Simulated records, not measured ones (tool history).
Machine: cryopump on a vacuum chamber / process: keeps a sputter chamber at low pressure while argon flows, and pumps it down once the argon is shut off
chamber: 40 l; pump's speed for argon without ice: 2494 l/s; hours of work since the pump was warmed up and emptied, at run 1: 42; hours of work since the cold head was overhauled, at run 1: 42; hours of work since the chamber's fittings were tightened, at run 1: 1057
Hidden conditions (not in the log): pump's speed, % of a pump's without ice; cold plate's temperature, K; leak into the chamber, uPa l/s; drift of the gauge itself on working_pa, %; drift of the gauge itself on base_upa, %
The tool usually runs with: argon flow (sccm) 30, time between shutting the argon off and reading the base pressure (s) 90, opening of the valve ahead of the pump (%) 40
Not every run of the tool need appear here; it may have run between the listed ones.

run,hour,argon flow (sccm),time between shutting the argon off and reading the base pressure (s),opening of the valve ahead of the pump (%),hours of work since the pump was warmed up and emptied,hours of work since the cold head was overhauled,hours of work since the chamber's fittings were tightened,pressure while argon flows (Pa),pressure after the wait (uPa)
1,0.0,30,90,40,42,42,1057,0.0513,0.90
# hour 16.8: leaking fittings of the chamber tightened, without venting
2,17.0,30,90,40,49,49,0,0.0520,0.51
3,28.5,30,90,40,56,56,6,0.0516,0.46
4,41.6,30,90,40,62,62,13,0.0520,0.48
5,52.7,30,90,28,68,68,19,0.0732,0.49
6,63.4,30,90,28,74,74,25,0.0731,0.48
7,78.0,30,90,40,82,82,32,0.0515,0.49
8,87.5,15,300,37,87,87,37,0.0283,0.25
9,99.4,15,300,37,93,93,44,0.0279,0.23
10,107.8,16,90,35,97,97,48,0.0327,0.50
11,120.7,16,110,47,104,104,55,0.0241,0.49
12,138.8,30,90,53,114,114,64,0.0403,0.53
13,154.4,23,55,53,122,122,73,0.0316,0.71

Below are 5 alternative next runs, each starting from the tool's condition after run 13. Predict each:
A,171.2,34,55,33,131,131,81,?,?
B,171.2,51,55,25,131,131,81,?,?
C,171.2,30,53,25,131,131,81,?,?
D,171.2,15,51,17,131,131,81,?,?
E,171.2,21,22,22,131,131,81,?,?

run,pressure while argon flows (Pa),pressure after the wait (uPa)
A,0.0717,0.76
B,0.1419,0.73
C,0.0836,0.75
D,0.0612,0.75
E,0.0666,1.60
Without the tool's hidden state the same runs would have given:
run,pressure while argon flows (Pa),pressure after the wait (uPa)
A,0.0694,0.71
B,0.1385,0.68
C,0.0816,0.69
D,0.0602,0.69
E,0.0652,1.55
